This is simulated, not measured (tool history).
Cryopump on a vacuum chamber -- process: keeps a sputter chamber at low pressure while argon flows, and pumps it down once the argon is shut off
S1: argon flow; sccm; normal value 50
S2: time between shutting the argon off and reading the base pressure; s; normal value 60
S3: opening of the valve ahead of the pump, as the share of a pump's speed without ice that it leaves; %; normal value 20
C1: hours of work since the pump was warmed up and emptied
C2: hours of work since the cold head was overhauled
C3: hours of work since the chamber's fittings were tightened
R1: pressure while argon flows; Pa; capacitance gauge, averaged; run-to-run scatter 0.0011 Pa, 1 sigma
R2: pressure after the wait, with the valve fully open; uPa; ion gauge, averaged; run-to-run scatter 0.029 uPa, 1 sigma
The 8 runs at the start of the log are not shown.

Run 9, hour 515.4: usual settings but S1 87 sccm, S3 24 %; C1 449; C2 1572; C3 1856. Result: R1 0.3580 Pa, R2 3.67 uPa.
Run 10, hour 586.7: usual settings; C1 511; C2 1634; C3 1918. Result: R1 0.2463 Pa, R2 3.83 uPa.
At hour 661.3: leaking fittings of the chamber tightened, without venting.
Run 11, hour 677.6: usual settings; C1 589; C2 1712; C3 14. Result: R1 0.2486 Pa, R2 1.54 uPa.
Run 12, hour 715.8: usual settings but S3 29 %; C1 622; C2 1745; C3 48. Result: R1 0.1737 Pa, R2 1.49 uPa.
Run 13, hour 766.6: usual settings but S3 29 %; C1 666; C2 1789; C3 92. Result: R1 0.1726 Pa, R2 1.59 uPa.
Run 14, hour 807.5: usual settings; C1 702; C2 1825; C3 127. Result: R1 0.2476 Pa, R2 1.60 uPa.
Run 15, hour 847.2: usual settings but S2 31 s; C1 737; C2 1859; C3 162. Result: R1 0.2503 Pa, R2 2.82 uPa.
Run 16, hour 910.5: usual settings but S2 31 s; C1 792; C2 1915; C3 217. Result: R1 0.2487 Pa, R2 2.96 uPa.
Run 17, hour 982.9: usual settings but S1 40 sccm, S3 30 %; C1 855; C2 1978; C3 280. Result: R1 0.1367 Pa, R2 1.89 uPa.
Run 18, hour 1018.9: usual settings but S1 53 sccm, S2 37 s; C1 886; C2 2009; C3 312. Result: R1 0.2677 Pa, R2 2.68 uPa.
Run 19, hour 1091.3: usual settings but S1 41 sccm, S2 37 s, S3 51 %; C1 949; C2 2072; C3 375. Result: R1 0.0885 Pa, R2 2.82 uPa.
Run 20, hour 1149.4: usual settings but S1 34 sccm, S2 24 s, S3 58 %; C1 1000; C2 2123; C3 425. Result: R1 0.0669 Pa, R2 4.08 uPa.
Run 21, hour 1230.8: usual settings but S1 37 sccm, S2 37 s; C1 1071; C2 2194; C3 496. Result: R1 0.1868 Pa, R2 2.96 uPa.
At hour 1279.6: pump warmed up, emptied and cooled again.
Run 22, hour 1290.7: usual settings but S1 37 sccm, S2 37 s; C1 10; C2 2242; C3 544. Result: R1 0.1782 Pa, R2 2.86 uPa.
Run 23, hour 1367.5: usual settings but S1 39 sccm, S2 27 s; C1 77; C2 2309; C3 611. Result: R1 0.1869 Pa, R2 3.64 uPa.
Run 24, hour 1405.0: usual settings but S1 21 sccm, S2 33 s, S3 37 %; C1 109; C2 2341; C3 644. Result: R1 0.0536 Pa, R2 3.22 uPa.
Run 25, hour 1486.4: usual settings but S2 88 s; C1 180; C2 2412; C3 715. Result: R1 0.2415 Pa, R2 1.88 uPa.
Run 26, hour 1549.6: usual settings but S2 88 s; C1 235; C2 2467; C3 770. Result: R1 0.2408 Pa, R2 2.07 uPa.
Run 27, hour 1631.3: usual settings but S2 88 s; C1 307; C2 2538; C3 841. Result: R1 0.2440 Pa, R2 2.11 uPa.
Run 28, hour 1676.9: usual settings but S2 241 s; C1 346; C2 2578; C3 881. Result: R1 0.2444 Pa, R2 1.62 uPa.
Run 29, hour 1734.1: usual settings but S2 241 s; C1 396; C2 2628; C3 931. Result: R1 0.2447 Pa, R2 1.75 uPa.
Run 30, hour 1804.0: usual settings but S1 21 sccm, S2 48 s, S3 35 %; C1 457; C2 2689; C3 992. Result: R1 0.0598 Pa, R2 2.98 uPa.
Run 31, hour 1857.2: usual settings but S1 21 sccm, S2 48 s, S3 35 %; C1 503; C2 2735; C3 1038. Result: R1 0.0604 Pa, R2 3.18 uPa.
Run 32, hour 1941.5: usual settings but S3 39 %; C1 577; C2 2809; C3 1112. Result: R1 0.1321 Pa, R2 3.02 uPa.

Predict each of these 4 candidate next runs independently; none follows another, all start after run 32:
Run A, hour 2019.0: usual settings but S3 21 %; C1 644; C2 2876; C3 1179. Result: R1 ?, R2 ?.
Run B, hour 2019.0: usual settings but S2 44 s, S3 27 %; C1 644; C2 2876; C3 1179. Result: R1 ?, R2 ?.
Run C, hour 2019.0: usual settings but S2 107 s; C1 644; C2 2876; C3 1179. Result: R1 ?, R2 ?.
Run D, hour 2019.0: usual settings but S1 100 sccm, S2 113 s, S3 22 %; C1 644; C2 2876; C3 1179. Result: R1 ?, R2 ?.

run      R1    R2
  A  0.2359  3.12
  B  0.1863  3.58
  C  0.2480  2.59
  D  0.4511  2.54
Had the tool no hidden state, the same runs would have come out as:
run      R1    R2
  A  0.2257  1.40
  B  0.1761  1.85
  C  0.2379  0.87
  D  0.4308  0.82
